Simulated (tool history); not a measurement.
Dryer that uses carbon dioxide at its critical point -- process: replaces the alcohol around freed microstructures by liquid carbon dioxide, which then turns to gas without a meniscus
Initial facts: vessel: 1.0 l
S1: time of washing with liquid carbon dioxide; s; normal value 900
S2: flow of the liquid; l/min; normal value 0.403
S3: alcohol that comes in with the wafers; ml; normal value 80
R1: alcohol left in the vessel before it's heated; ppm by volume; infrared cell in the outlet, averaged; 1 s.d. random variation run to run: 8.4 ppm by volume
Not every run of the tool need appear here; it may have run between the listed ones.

run 1 day=0.000 | S1=900 S2=0.403 S3=80 | R1=471
run 2 day=0.438 | S1=900 S2=0.403 S3=80 | R1=484
run 3 day=0.850 | S1=900 S2=0.403 S3=80 | R1=496
run 4 day=1.271 | S1=900 S2=0.403 S3=80 | R1=517
run 5 day=1.512 | S1=1140 S2=0.403 S3=80 | R1=148
run 6 day=1.742 | S1=1140 S2=0.403 S3=80 | R1=148
run 7 day=2.079 | S1=1140 S2=0.403 S3=80 | R1=151
run 8 day=2.533 | S1=540 S2=0.403 S3=80 | R1=3793
run 9 day=2.888 | S1=900 S2=0.403 S3=80 | R1=547
run 10 day=3.333 | S1=900 S2=0.403 S3=80 | R1=566
run 11 day=3.675 | S1=1320 S2=0.403 S3=80 | R1=66
run 12 day=3.954 | S1=1320 S2=0.403 S3=80 | R1=69
run 13 day=4.271 | S1=1320 S2=0.403 S3=80 | R1=82
run 14 day=4.650 | S1=1320 S2=0.403 S3=80 | R1=76
run 15 day=4.988 | S1=900 S2=0.564 S3=80 | R1=107
run 16 day=5.467 | S1=900 S2=0.564 S3=80 | R1=121
run 17 day=5.912 | S1=1020 S2=0.403 S3=80 | R1=326
run 18 day=6.321 | S1=1020 S2=0.403 S3=80 | R1=310
run 19 day=6.592 | S1=1020 S2=0.403 S3=80 | R1=350
run 20 day=6.846 | S1=1020 S2=0.566 S3=80 | R1=69
run 21 day=7.125 | S1=900 S2=0.370 S3=80 | R1=899
run 22 day=7.500 | S1=900 S2=0.370 S3=80 | R1=915
run 23 day=7.733 | S1=900 S2=0.370 S3=80 | R1=950
run 24 day=8.021 | S1=900 S2=0.370 S3=52 | R1=626
run 25 day=8.292 | S1=600 S2=0.418 S3=52 | R1=1901
run 26 day=8.629 | S1=1200 S2=0.418 S3=27 | R1=50
run 27 day=8.979 | S1=660 S2=0.340 S3=62 | R1=3156
run 28 day=9.400 | S1=660 S2=0.340 S3=62 | R1=3161
run 29 day=9.671 | S1=1080 S2=0.336 S3=20 | R1=193
run 30 day=10.029 | S1=900 S2=0.403 S3=92 | R1=815
run 31 day=10.475 | S1=900 S2=0.403 S3=92 | R1=829
run 32 day=10.967 | S1=900 S2=0.497 S3=21 | R1=101
run 33 day=11.358 | S1=900 S2=0.497 S3=21 | R1=91
run 34 day=11.671 | S1=1080 S2=0.536 S3=52 | R1=58
run 35 day=11.925 | S1=960 S2=0.670 S3=85 | R1=49
run 36 day=12.162 | S1=960 S2=0.315 S3=20 | R1=424
run 37 day=12.650 | S1=1020 S2=0.403 S3=80 | R1=437
run 38 day=13.079 | S1=1020 S2=0.403 S3=80 | R1=434
run 39 day=13.312 | S1=600 S2=0.261 S3=30 | R1=3868
run 40 day=13.804 | S1=600 S2=0.261 S3=30 | R1=3933
run 41 day=14.262 | S1=1380 S2=0.623 S3=65 | R1=28
run 42 day=14.654 | S1=900 S2=0.623 S3=62 | R1=93
run 43 day=14.933 | S1=540 S2=0.442 S3=80 | R1=4078
run 44 day=15.275 | S1=900 S2=0.634 S3=46 | R1=65

Each row is a separate what-if for the run after 44, all from the same tool condition, not one after another. Results?
run A day=15.608 | S1=1200 S2=0.272 S3=28 | R1=?
run B day=15.608 | S1=660 S2=0.403 S3=80 | R1=?
run C day=15.608 | S1=900 S2=0.542 S3=76 | R1=?

run=A R1=457
run=B R1=2909
run=C R1=214
With the hidden condition removed and each run's random variation left untouched, the same runs would have given:
run=A R1=243
run=B R1=1796
run=C R1=83
